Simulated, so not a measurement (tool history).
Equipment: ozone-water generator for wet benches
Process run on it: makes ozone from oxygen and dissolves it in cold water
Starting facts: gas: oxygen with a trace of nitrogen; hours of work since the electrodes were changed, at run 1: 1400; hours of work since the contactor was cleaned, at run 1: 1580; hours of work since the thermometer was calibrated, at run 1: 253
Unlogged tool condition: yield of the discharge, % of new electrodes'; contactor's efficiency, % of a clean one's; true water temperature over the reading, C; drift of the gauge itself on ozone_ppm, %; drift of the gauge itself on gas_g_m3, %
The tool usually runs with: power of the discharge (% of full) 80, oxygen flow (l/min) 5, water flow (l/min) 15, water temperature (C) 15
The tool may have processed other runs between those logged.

run     day  power of the discharge (% of full)  oxygen flow (l/min)  water flow (l/min)  water temperature (C)  hours of work since the electrodes were changed  hours of work since the contactor was cleaned  hours of work since the thermometer was calibrated  dissolved ozone (ppm)  ozone in the gas ahead of the water (g/m3)
  1       0                                  80                    5                  15                     15                                             1400                                           1580                                                 253                   29.1                                       204.1
  2   1.204                                  80                    5                  15                     15                                             1421                                           1601                                                 274                   28.7                                       203.7
  3   2.912                                  80                    5                  15                     15                                             1452                                           1632                                                 305                   29.5                                       205.3
  4   4.104                                  80                    5                  15                     15                                             1473                                           1653                                                 326                   29.1                                       203.9
  5   5.092                                  80                    5                  15                     15                                             1491                                           1671                                                 344                   29.4                                       207.5
  6   6.112                                  80                    5                  15                     15                                             1509                                           1689                                                 362                   28.8                                       203.3
  7   7.254                                  80                    5                  15                     15                                             1529                                           1709                                                 382                   29.1                                         206
  8   8.433                                  80                    5                  15                     15                                             1550                                           1730                                                 403                   29.2                                       207.9
  9  10.392                                  80                    5                  15                     15                                             1585                                           1765                                                 438                   29.2                                       207.9
 10  11.492                                  80                    5                  15                     15                                             1605                                           1785                                                 458                   29.1                                         205
 11  13.483                                  80                 7.32                  15                     15                                             1640                                           1820                                                 494                   29.5                                       174.5
 12  15.608                                  50                 7.32                  15                     15                                             1678                                           1858                                                 531                   20.5                                       118.8
 13  17.325                                  50                 7.32                  15                     15                                             1709                                           1889                                                 562                   20.3                                       121.3
 14  19.208                                  50                 7.32                  15                     15                                             1742                                           1923                                                 596                   20.5                                       122.5
 15  20.979                                  50                 7.32                  15                     15                                             1774                                           1954                                                 627                   20.5                                       121.4
 16  22.383                                  50                 7.32                  15                     15                                             1799                                           1979                                                 652                   20.1                                         121
 17  23.683                                  50                 7.32                  15                     15                                             1822                                           2002                                                 676                   20.6                                       119.5
 18  25.133                                  80                 3.63                  23                     12                                             1848                                           2028                                                 701                     19                                       238.3
 19  27.375                                  80                 7.82                  20                     15                                             1888                                           2068                                                 741                   24.1                                       173.7

Predict the results of run 20:
 20  29.612                                  80                  4.8                  17                     11                                             1928                                           2108                                                 781                      ?                                           ?

dissolved ozone (ppm): 27.6
ozone in the gas ahead of the water (g/m3): 213.2
The same run, on a tool lacking any hidden state, would have yielded dissolved ozone (ppm) 27.7, ozone in the gas ahead of the water (g/m3) 208.5.
